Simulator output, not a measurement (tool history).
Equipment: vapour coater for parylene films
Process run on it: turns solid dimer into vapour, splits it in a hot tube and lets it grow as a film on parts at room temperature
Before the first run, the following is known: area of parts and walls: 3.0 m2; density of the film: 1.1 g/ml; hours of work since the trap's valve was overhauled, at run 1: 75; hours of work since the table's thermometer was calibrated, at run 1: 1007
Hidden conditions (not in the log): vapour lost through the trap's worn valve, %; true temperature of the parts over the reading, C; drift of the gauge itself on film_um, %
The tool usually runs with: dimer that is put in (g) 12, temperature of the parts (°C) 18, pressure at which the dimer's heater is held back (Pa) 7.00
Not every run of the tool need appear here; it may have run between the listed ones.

run	hour	dimer that is put in (g)	temperature of the parts (°C)	pressure at which the dimer's heater is held back (Pa)	hours of work since the trap's valve was overhauled	hours of work since the table's thermometer was calibrated	thickness of the film (um)
1	0.0	12	18	7.00	75	1007	2.70
2	23.0	12	18	5.64	95	1026	2.75
3	48.7	12	18	5.64	116	1048	2.73
4	79.7	12	18	5.64	143	1074	2.75
5	123.1	12	18	5.64	179	1110	2.74
6	155.6	12	18	5.64	207	1138	2.76
7	192.1	12	18	7.00	237	1169	2.72
8	213.3	12	18	7.00	255	1187	2.70
9	249.1	12	18	7.00	285	1217	2.71
10	291.9	12	18	7.00	321	1253	2.72
11	325.0	11	18	7.00	349	1281	2.50
# hour 352.9: trap's valve overhauled
12	361.2	7	18	7.00	7	1308	1.58
13	395.8	12	18	2.10	36	1337	3.02
14	431.1	12	26	7.00	66	1367	2.21
15	456.4	11	18	7.00	87	1388	2.53
16	492.9	12	18	2.33	118	1419	3.03
17	521.2	12	27	2.33	142	1443	2.36
# hour 545.4: table's thermometer calibrated
18	563.2	12	27	2.33	176	15	2.36
19	586.8	12	27	2.33	196	35	2.37
20	613.6	12	27	2.33	219	57	2.36
21	648.6	12	27	2.33	249	87	2.36
22	691.0	12	27	2.33	284	123	2.39
23	718.6	12	27	2.33	308	146	2.37
# hour 726.6: gauge calibrated
24	747.4	12	27	2.33	332	170	2.33
25	779.3	14	30	4.08	359	197	2.39
# hour 794.5: trap's valve overhauled
26	822.1	13	14	4.45	23	230	3.39
27	865.2	18	29	2.19	60	266	3.34
28	905.9	7	27	5.81	94	301	1.27
29	934.4	7	27	5.81	118	325	1.25
30	963.7	9	25	9.16	143	349	1.67
31	996.0	9	25	9.16	170	377	1.66
32	1031.4	12	21	3.42	200	406	2.68
33	1068.9	14	18	5.11	231	438	3.28
34	1108.5	12	29	7.00	265	471	2.05
# hour 1126.7: gauge calibrated
35	1142.5	13	27	7.00	293	500	2.30
36	1180.6	13	11	2.93	326	532	3.80
37	1219.4	15	11	2.93	358	565	4.36
# hour 1238.0: trap's valve overhauled
38	1261.6	12	20	7.00	20	597	2.56
39	1296.1	16	18	2.02	49	626	4.02
40	1329.9	18	12	2.02	77	655	5.34
41	1360.4	18	12	2.02	103	681	5.28
42	1386.5	9	14	5.70	125	702	2.31
43	1417.4	9	14	5.70	151	729	2.31
44	1438.6	9	14	9.71	169	746	2.22
45	1475.0	21	27	6.52	200	777	3.76
46	1499.8	12	17	2.27	221	798	3.07

Alternative continuations, all from the tool just after run 46; predict every row:
A	1518.6	8	14	7.54	237	814	?
B	1518.6	12	18	7.00	237	814	?
C	1518.6	17	12	5.23	237	814	?
D	1518.6	8	16	11.01	237	814	?
E	1518.6	12	13	2.29	237	814	?

run	thickness of the film (um)
A	2.00
B	2.73
C	4.64
D	1.84
E	3.43
Had the tool no hidden state, the same runs would have come out as:
run	thickness of the film (um)
A	1.98
B	2.70
C	4.59
D	1.82
E	3.39
